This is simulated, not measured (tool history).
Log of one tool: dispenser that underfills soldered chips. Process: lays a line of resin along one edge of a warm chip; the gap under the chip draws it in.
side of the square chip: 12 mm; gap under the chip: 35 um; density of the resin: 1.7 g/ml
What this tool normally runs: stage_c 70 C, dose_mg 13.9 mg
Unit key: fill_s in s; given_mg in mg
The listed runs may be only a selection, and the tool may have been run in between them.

| run | hour | stage_c | dose_mg | fill_s | given_mg |
|---|---|---|---|---|---|
| 1 | 0.0 | 70 | 13.9 | 124.5 | 13.87 |
| 2 | 5.3 | 70 | 13.9 | 158.2 | 13.80 |
|  | 9.0 | new syringe of resin |
| 3 | 10.1 | 77 | 13.9 | 85.6 | 13.78 |
| 4 | 16.3 | 77 | 13.9 | 115.3 | 13.80 |
|  | 21.6 | new syringe of resin |
| 5 | 22.8 | 68 | 13.9 | 126.1 | 13.77 |
| 6 | 27.6 | 70 | 12.4 | 145.1 | 12.30 |
|  | 33.8 | new syringe of resin |
| 7 | 34.1 | 70 | 12.4 | 112.8 | 12.21 |
| 8 | 39.2 | 62 | 16.7 | 201.2 | 16.54 |
| 9 | 44.1 | 68 | 13.5 | 194.4 | 13.30 |

Expected results for the next run?
|  | 46.1 | new syringe of resin |
| 10 | 48.4 | 68 | 14.7 | ? | ? |

fill_s: 135.5 s
given_mg: 14.47 mg
With the hidden condition absent and the run-to-run variation left alone, this run would have shown fill_s 119.4 s, given_mg 14.70 mg.
